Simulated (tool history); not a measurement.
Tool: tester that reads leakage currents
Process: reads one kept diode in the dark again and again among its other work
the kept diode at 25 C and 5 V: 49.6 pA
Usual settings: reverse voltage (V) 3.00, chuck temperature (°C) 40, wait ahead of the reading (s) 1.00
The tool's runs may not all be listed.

run,hour,reverse voltage (V),chuck temperature (°C),wait ahead of the reading (s),current that the tester gives (pA)
1,0.0,3.00,40,1.00,130.19
2,43.9,3.00,40,1.00,129.53
3,79.5,3.00,40,1.00,129.25
4,132.4,3.00,40,1.00,130.21
5,206.4,3.00,40,1.00,130.12
6,258.8,3.00,40,1.00,130.46
# hour 272.9: chuck's temperature calibrated
7,307.4,3.00,40,1.00,130.80
8,346.9,3.00,40,1.00,130.91
9,379.1,3.00,40,1.00,130.48
10,426.6,3.00,40,1.00,130.60
11,461.4,3.00,53,1.00,349.16
12,493.5,3.00,53,1.00,348.46
13,525.7,3.00,28,1.00,48.89
14,586.5,3.00,40,1.00,130.39
15,640.8,3.00,40,1.00,130.21
16,717.9,3.00,40,1.00,130.97
17,761.0,3.00,40,1.00,129.73
18,836.9,3.00,40,1.00,130.02
19,878.6,3.00,40,1.00,130.43
20,924.7,3.00,40,1.00,131.31
21,993.0,3.00,40,1.00,130.52
22,1069.1,8.21,39,1.00,208.07
23,1141.2,4.71,20,0.83,31.62
24,1174.2,3.00,59,3.79,534.04
25,1234.1,3.00,59,3.79,533.31
26,1293.1,3.00,59,3.79,533.01
27,1350.9,9.59,40,9.93,243.46
28,1383.0,3.81,47,5.67,252.97
29,1455.1,3.81,47,5.67,252.74
30,1489.8,2.50,40,4.89,117.32
31,1544.5,2.50,40,4.89,117.38
32,1589.9,2.50,40,4.89,118.15
33,1655.7,5.05,21,1.00,35.79
34,1692.8,3.14,21,0.64,27.63
35,1764.7,3.14,21,0.64,27.79
36,1818.6,3.14,21,0.64,27.55
37,1882.6,12.70,40,6.31,283.27
38,1918.6,2.08,40,0.87,106.55
39,1980.8,3.32,40,8.53,137.34

The same runs without the tool's hidden state, with the same run-to-run variation:
The hidden state here: stray current of the dirty probe card, pA a volt; current scale over the true one, %; true chuck temperature over the reading, C; drift of the gauge itself on leakage_pa, %.
run,current that the tester gives (pA)
1,130.36
2,129.70
3,129.42
4,130.39
5,130.31
6,130.66
7,130.81
8,130.92
9,130.50
10,130.63
11,349.23
12,348.55
13,48.90
14,130.44
15,130.26
16,131.03
17,129.80
18,130.09
19,130.51
20,131.39
21,130.61
22,208.22
23,31.65
24,534.45
25,533.73
26,533.46
27,243.69
28,253.22
29,253.00
30,117.45
31,117.51
32,118.30
33,35.84
34,27.67
35,27.83
36,27.60
37,283.68
38,106.70
39,137.55
